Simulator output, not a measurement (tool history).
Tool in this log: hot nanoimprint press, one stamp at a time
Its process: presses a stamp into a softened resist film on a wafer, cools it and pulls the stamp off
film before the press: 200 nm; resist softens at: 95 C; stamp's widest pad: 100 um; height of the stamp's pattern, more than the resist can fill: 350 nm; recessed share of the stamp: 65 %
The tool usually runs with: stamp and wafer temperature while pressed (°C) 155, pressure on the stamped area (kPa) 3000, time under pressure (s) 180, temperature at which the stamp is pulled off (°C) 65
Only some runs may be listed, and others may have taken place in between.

run   hour  stamp and wafer temperature while pressed (°C)  pressure on the stamped area (kPa)  time under pressure (s)  temperature at which the stamp is pulled off (°C)  resist left under the stamp's widest pad (nm)  greatest force while the stamp is pulled off (N)
  1    0.0                                             155                                3000                      180                                                 65                                          113.0                                               194
  2   20.4                                             155                                3000                      180                                                 65                                          113.2                                               189
  3   47.9                                             155                                3000                      180                                                 65                                          113.8                                               190
  4   62.5                                             155                                3000                      180                                                 65                                          113.8                                               186
  5   83.6                                             155                                3000                      180                                                 65                                          113.6                                               197
  6  111.4                                             155                                3000                      180                                                 65                                          113.7                                               188
  7  132.0                                             155                                3000                      180                                                 65                                          114.5                                               197
  8  156.7                                             155                                3000                      180                                                 65                                          113.7                                               191
  9  173.5                                             165                                3000                      180                                                 65                                           84.4                                               190
     191.2  -- stamp cleaned and given a new release coat
 10  199.0                                             165                                3000                      180                                                 65                                           83.7                                               186
 11  225.0                                             149                                3000                      180                                                 65                                          136.0                                               180
 12  245.5                                             149                                3000                      180                                                 65                                          136.0                                               187
 13  269.5                                             149                                3000                      180                                                 65                                          135.8                                               189
 14  282.9                                             155                                3000                      180                                                 65                                          114.1                                               190
 15  305.4                                             155                                3000                      180                                                 65                                          115.2                                               196
 16  318.7                                             166                                1890                      180                                                 65                                          100.3                                               192
 17  347.9                                             164                                2530                      180                                                 65                                           93.8                                               189
 18  369.3                                             155                                3000                      191                                                 65                                          112.0                                               186
 19  397.0                                             155                                3000                      191                                                 65                                          113.5                                               189
 20  424.4                                             155                                3000                      191                                                 65                                          113.0                                               192
 21  447.5                                             155                                3000                      191                                                 65                                          113.0                                               192
 22  464.0                                             155                                3000                      217                                                 55                                          108.0                                               239
     478.8  -- plate thermocouple calibrated
 23  480.9                                             155                                3060                      242                                                 65                                          103.3                                               191
 24  502.8                                             155                                3060                      166                                                 56                                          117.5                                               230
 25  521.6                                             155                                3060                      166                                                 56                                          117.0                                               235
 26  544.0                                             155                                3060                      166                                                 56                                          117.9                                               220
 27  556.6                                             151                                1910                      100                                                 56                                          166.9                                               237
 28  574.3                                             155                                3000                      102                                                 67                                          137.1                                               179
 29  594.4                                             146                                3000                      102                                                 67                                          166.6                                               180

For each run, the measured value with the value that run would have given without the tool's hidden condition subtracted. The run-to-run variation is shared by both, the gauge scatter possibly not:
Hidden state at play: true temperature over the reading, C; pressure that arrives at the usual setting, %; grip of the stamp's worn release coat, % over a new coat's; drift of the gauge itself on residual_nm, %; drift of the gauge itself on pull_off_n, %.
run  resist left under the stamp's widest pad (nm)
  1                                           +0.1
  2                                           +0.2
  3                                           +0.3
  4                                           +0.4
  5                                           +0.4
  6                                           +0.5
  7                                           +0.6
  8                                           +0.7
  9                                           +0.6
 10                                           +0.6
 11                                           +1.2
 12                                           +1.2
 13                                           +1.3
 14                                           +1.2
 15                                           +1.3
 16                                           +1.1
 17                                           +1.2
 18                                           +1.6
 19                                           +1.6
 20                                           +1.7
 21                                           +1.8
 22                                           +1.8
 23                                           +1.7
 24                                           +2.1
 25                                           +2.1
 26                                           +2.2
 27                                           +3.1
 28                                           +2.7
 29                                           +3.4
greatest force while the stamp is pulled off (N): at most 2 away from the measurement, every run.
